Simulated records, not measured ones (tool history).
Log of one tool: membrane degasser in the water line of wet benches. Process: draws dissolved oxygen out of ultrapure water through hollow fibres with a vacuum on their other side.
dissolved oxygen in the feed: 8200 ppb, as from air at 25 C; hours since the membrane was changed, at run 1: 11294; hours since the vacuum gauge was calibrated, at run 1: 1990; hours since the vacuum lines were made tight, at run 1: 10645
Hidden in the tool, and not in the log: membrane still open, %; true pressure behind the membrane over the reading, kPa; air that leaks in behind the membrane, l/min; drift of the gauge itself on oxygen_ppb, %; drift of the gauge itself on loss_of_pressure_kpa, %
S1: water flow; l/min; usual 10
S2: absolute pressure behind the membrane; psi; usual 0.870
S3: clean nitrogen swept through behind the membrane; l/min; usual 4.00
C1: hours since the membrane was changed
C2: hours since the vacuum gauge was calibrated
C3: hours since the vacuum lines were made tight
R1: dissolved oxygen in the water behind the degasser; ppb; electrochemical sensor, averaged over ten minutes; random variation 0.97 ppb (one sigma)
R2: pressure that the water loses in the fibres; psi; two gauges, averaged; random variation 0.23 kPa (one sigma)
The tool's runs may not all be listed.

{"run": 1, "hour": 0.0, "S1": 10, "S2": 0.87, "S3": 4.0, "C1": 11294, "C2": 1990, "C3": 10645, "R1": 104.0, "R2": 8.65}
{"run": 2, "hour": 206.0, "S1": 10, "S2": 0.87, "S3": 4.0, "C1": 11500, "C2": 2196, "C3": 10851, "R1": 103.6, "R2": 8.647}
{"run": 3, "hour": 503.9, "S1": 10, "S2": 0.87, "S3": 10.22, "C1": 11798, "C2": 2494, "C3": 11149, "R1": 93.1, "R2": 8.659}
{"run": 4, "hour": 684.6, "S1": 10, "S2": 0.87, "S3": 4.0, "C1": 11978, "C2": 2675, "C3": 11330, "R1": 104.7, "R2": 8.695}
{"run": 5, "hour": 906.4, "S1": 10, "S2": 0.87, "S3": 4.0, "C1": 12200, "C2": 2897, "C3": 11552, "R1": 104.6, "R2": 8.681}
{"run": 6, "hour": 1243.1, "S1": 10, "S2": 0.74, "S3": 4.0, "C1": 12537, "C2": 3233, "C3": 11888, "R1": 100.2, "R2": 8.579}
{"run": 7, "hour": 1511.1, "S1": 10, "S2": 0.74, "S3": 4.0, "C1": 12805, "C2": 3501, "C3": 12156, "R1": 99.5, "R2": 8.679}
{"hour": 1559.5, "done": "seals of the vacuum lines changed"}
{"run": 8, "hour": 1713.7, "S1": 10, "S2": 0.74, "S3": 4.0, "C1": 13006, "C2": 3702, "C3": 154, "R1": 99.9, "R2": 8.675}
{"run": 9, "hour": 1933.7, "S1": 10, "S2": 0.87, "S3": 4.0, "C1": 13226, "C2": 3922, "C3": 374, "R1": 107.6, "R2": 8.657}
{"run": 10, "hour": 2081.0, "S1": 10, "S2": 0.87, "S3": 4.0, "C1": 13373, "C2": 4069, "C3": 521, "R1": 106.1, "R2": 8.678}
{"run": 11, "hour": 2351.3, "S1": 10, "S2": 0.87, "S3": 4.0, "C1": 13643, "C2": 4340, "C3": 792, "R1": 107.2, "R2": 8.682}
{"run": 12, "hour": 2640.8, "S1": 10, "S2": 0.87, "S3": 4.0, "C1": 13933, "C2": 4629, "C3": 1081, "R1": 107.0, "R2": 8.74}
{"run": 13, "hour": 2945.0, "S1": 7, "S2": 0.87, "S3": 5.44, "C1": 14237, "C2": 4933, "C3": 1385, "R1": 44.1, "R2": 6.106}
{"run": 14, "hour": 3161.1, "S1": 7, "S2": 0.87, "S3": 5.44, "C1": 14453, "C2": 5149, "C3": 1602, "R1": 44.2, "R2": 6.132}
{"hour": 3423.3, "done": "vacuum gauge calibrated"}
{"run": 15, "hour": 3478.7, "S1": 7, "S2": 0.87, "S3": 5.44, "C1": 14770, "C2": 55, "C3": 1919, "R1": 43.9, "R2": 6.054}
{"run": 16, "hour": 3786.2, "S1": 8, "S2": 1.504, "S3": 9.45, "C1": 15078, "C2": 363, "C3": 2226, "R1": 67.5, "R2": 6.963}
{"run": 17, "hour": 4088.6, "S1": 10, "S2": 0.87, "S3": 3.74, "C1": 15380, "C2": 665, "C3": 2529, "R1": 106.4, "R2": 8.711}
{"run": 18, "hour": 4291.5, "S1": 10, "S2": 0.814, "S3": 3.77, "C1": 15583, "C2": 868, "C3": 2731, "R1": 106.8, "R2": 8.727}
{"run": 19, "hour": 4464.4, "S1": 9, "S2": 1.507, "S3": 9.05, "C1": 15756, "C2": 1041, "C3": 2904, "R1": 87.3, "R2": 7.809}
{"run": 20, "hour": 4637.2, "S1": 10, "S2": 0.557, "S3": 4.0, "C1": 15929, "C2": 1214, "C3": 3077, "R1": 94.4, "R2": 8.763}
{"run": 21, "hour": 4900.2, "S1": 10, "S2": 0.557, "S3": 4.0, "C1": 16192, "C2": 1477, "C3": 3340, "R1": 94.7, "R2": 8.699}
{"run": 22, "hour": 5132.4, "S1": 10, "S2": 0.87, "S3": 1.96, "C1": 16424, "C2": 1709, "C3": 3572, "R1": 125.4, "R2": 8.737}
{"run": 23, "hour": 5284.1, "S1": 10, "S2": 0.87, "S3": 1.96, "C1": 16576, "C2": 1861, "C3": 3724, "R1": 126.4, "R2": 8.66}

Forecast each of these 5 alternatives for the next run:
{"run": "A", "hour": 5619.0, "S1": 12, "S2": 0.851, "S3": 1.96, "C1": 16910, "C2": 2196, "C3": 4059, "R1": "?", "R2": "?"}
{"run": "B", "hour": 5619.0, "S1": 8, "S2": 2.138, "S3": 2.27, "C1": 16910, "C2": 2196, "C3": 4059, "R1": "?", "R2": "?"}
{"run": "C", "hour": 5619.0, "S1": 6, "S2": 0.87, "S3": 1.96, "C1": 16910, "C2": 2196, "C3": 4059, "R1": "?", "R2": "?"}
{"run": "D", "hour": 5619.0, "S1": 7, "S2": 0.526, "S3": 2.14, "C1": 16910, "C2": 2196, "C3": 4059, "R1": "?", "R2": "?"}
{"run": "E", "hour": 5619.0, "S1": 12, "S2": 0.87, "S3": 4.0, "C1": 16910, "C2": 2196, "C3": 4059, "R1": "?", "R2": "?"}

run=A R1=181.2 R2=10.531
run=B R1=155.8 R2=6.981
run=C R1=45.6 R2=5.229
run=D R1=40.3 R2=6.131
run=E R1=157.6 R2=10.518
Without the tool's hidden state the same runs would have given:
run=A R1=156.8 R2=10.090
run=B R1=143.4 R2=6.686
run=C R1=39.4 R2=5.008
run=D R1=31.9 R2=5.874
run=E R1=134.5 R2=10.077
